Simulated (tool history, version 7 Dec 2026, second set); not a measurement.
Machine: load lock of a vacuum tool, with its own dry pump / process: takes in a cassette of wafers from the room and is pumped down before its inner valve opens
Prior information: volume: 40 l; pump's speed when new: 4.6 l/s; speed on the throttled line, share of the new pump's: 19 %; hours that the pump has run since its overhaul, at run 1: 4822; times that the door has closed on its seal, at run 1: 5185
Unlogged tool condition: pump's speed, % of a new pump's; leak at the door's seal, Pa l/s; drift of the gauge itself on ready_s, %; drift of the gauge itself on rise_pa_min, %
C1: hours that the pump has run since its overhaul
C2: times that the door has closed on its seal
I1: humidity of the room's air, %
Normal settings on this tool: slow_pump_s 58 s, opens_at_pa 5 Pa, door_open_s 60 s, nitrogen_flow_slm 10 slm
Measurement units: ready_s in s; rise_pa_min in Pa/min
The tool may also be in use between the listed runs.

run 1 hour=0.0 | slow_pump_s=58 opens_at_pa=5 door_open_s=60 nitrogen_flow_slm=10 | C1=4822 C2=5185 | I1=40.0 | ready_s=137.3 rise_pa_min=0.050
run 2 hour=235.7 | slow_pump_s=58 opens_at_pa=5 door_open_s=60 nitrogen_flow_slm=10 | C1=5058 C2=5456 | I1=47.9 | ready_s=137.1 rise_pa_min=0.060
run 3 hour=458.7 | slow_pump_s=58 opens_at_pa=5 door_open_s=60 nitrogen_flow_slm=10 | C1=5281 C2=5712 | I1=49.2 | ready_s=136.6 rise_pa_min=0.061
run 4 hour=670.0 | slow_pump_s=58 opens_at_pa=5 door_open_s=60 nitrogen_flow_slm=10 | C1=5492 C2=5955 | I1=42.4 | ready_s=137.5 rise_pa_min=0.050
run 5 hour=817.4 | slow_pump_s=58 opens_at_pa=5 door_open_s=60 nitrogen_flow_slm=10 | C1=5640 C2=6124 | I1=43.3 | ready_s=137.2 rise_pa_min=0.048
run 6 hour=972.2 | slow_pump_s=58 opens_at_pa=5 door_open_s=60 nitrogen_flow_slm=10 | C1=5794 C2=6302 | I1=46.9 | ready_s=136.5 rise_pa_min=0.061
run 7 hour=1209.4 | slow_pump_s=58 opens_at_pa=5 door_open_s=60 nitrogen_flow_slm=10 | C1=6032 C2=6575 | I1=47.3 | ready_s=137.3 rise_pa_min=0.059
run 8 hour=1373.4 | slow_pump_s=58 opens_at_pa=5 door_open_s=60 nitrogen_flow_slm=10 | C1=6196 C2=6763 | I1=44.9 | ready_s=136.6 rise_pa_min=0.048
run 9 hour=1600.9 | slow_pump_s=58 opens_at_pa=5 door_open_s=28 nitrogen_flow_slm=10 | C1=6423 C2=7025 | I1=40.1 | ready_s=138.9 rise_pa_min=0.037
run 10 hour=1767.0 | slow_pump_s=58 opens_at_pa=5 door_open_s=60 nitrogen_flow_slm=15 | C1=6589 C2=7216 | I1=44.8 | ready_s=138.1 rise_pa_min=0.051
run 11 hour=1906.5 | slow_pump_s=58 opens_at_pa=5 door_open_s=60 nitrogen_flow_slm=10 | C1=6729 C2=7376 | I1=43.3 | ready_s=138.5 rise_pa_min=0.061
run 12 hour=2072.5 | slow_pump_s=58 opens_at_pa=5 door_open_s=60 nitrogen_flow_slm=10 | C1=6895 C2=7567 | I1=44.1 | ready_s=137.8 rise_pa_min=0.055
run 13 hour=2295.5 | slow_pump_s=58 opens_at_pa=5 door_open_s=60 nitrogen_flow_slm=10 | C1=7118 C2=7823 | I1=44.2 | ready_s=136.8 rise_pa_min=0.059
run 14 hour=2416.9 | slow_pump_s=58 opens_at_pa=6 door_open_s=60 nitrogen_flow_slm=10 | C1=7239 C2=7962 | I1=47.0 | ready_s=136.7 rise_pa_min=0.057
run 15 hour=2640.8 | slow_pump_s=85 opens_at_pa=5 door_open_s=60 nitrogen_flow_slm=10 | C1=7463 C2=8220 | I1=41.6 | ready_s=158.3 rise_pa_min=0.055
run 16 hour=2795.6 | slow_pump_s=58 opens_at_pa=6 door_open_s=60 nitrogen_flow_slm=10 | C1=7618 C2=8397 | I1=45.5 | ready_s=135.3 rise_pa_min=0.063
run 17 hour=3035.6 | slow_pump_s=58 opens_at_pa=5 door_open_s=60 nitrogen_flow_slm=6 | C1=7858 C2=8673 | I1=46.1 | ready_s=139.2 rise_pa_min=0.065
run 18 hour=3155.2 | slow_pump_s=55 opens_at_pa=6 door_open_s=140 nitrogen_flow_slm=19 | C1=7977 C2=8811 | I1=43.5 | ready_s=132.0 rise_pa_min=0.061
run 19 hour=3318.7 | slow_pump_s=71 opens_at_pa=4 door_open_s=100 nitrogen_flow_slm=5 | C1=8141 C2=8999 | I1=44.4 | ready_s=151.2 rise_pa_min=0.078
run 20 hour=3468.3 | slow_pump_s=71 opens_at_pa=4 door_open_s=100 nitrogen_flow_slm=13 | C1=8290 C2=9170 | I1=45.8 | ready_s=151.7 rise_pa_min=0.064
run 21 hour=3676.5 | slow_pump_s=71 opens_at_pa=4 door_open_s=100 nitrogen_flow_slm=13 | C1=8499 C2=9410 | I1=44.9 | ready_s=151.2 rise_pa_min=0.069
run 22 hour=3920.5 | slow_pump_s=38 opens_at_pa=8 door_open_s=34 nitrogen_flow_slm=15 | C1=8743 C2=9690 | I1=47.7 | ready_s=119.9 rise_pa_min=0.051
run 23 hour=4159.0 | slow_pump_s=38 opens_at_pa=8 door_open_s=34 nitrogen_flow_slm=15 | C1=8981 C2=9964 | I1=43.8 | ready_s=119.1 rise_pa_min=0.050

Predict the results of run 24:
run 24 hour=4402.5 | slow_pump_s=49 opens_at_pa=6 door_open_s=34 nitrogen_flow_slm=20 | C1=9225 C2=10244 | I1=43.7 | ready_s=? rise_pa_min=?

Run 24 came out at ready_s 130.2 s, rise_pa_min 0.046 Pa/min.
Were there no unlogged condition in the tool, this run, its random variation unchanged, would have produced ready_s 125.2 s, rise_pa_min 0.028 Pa/min.
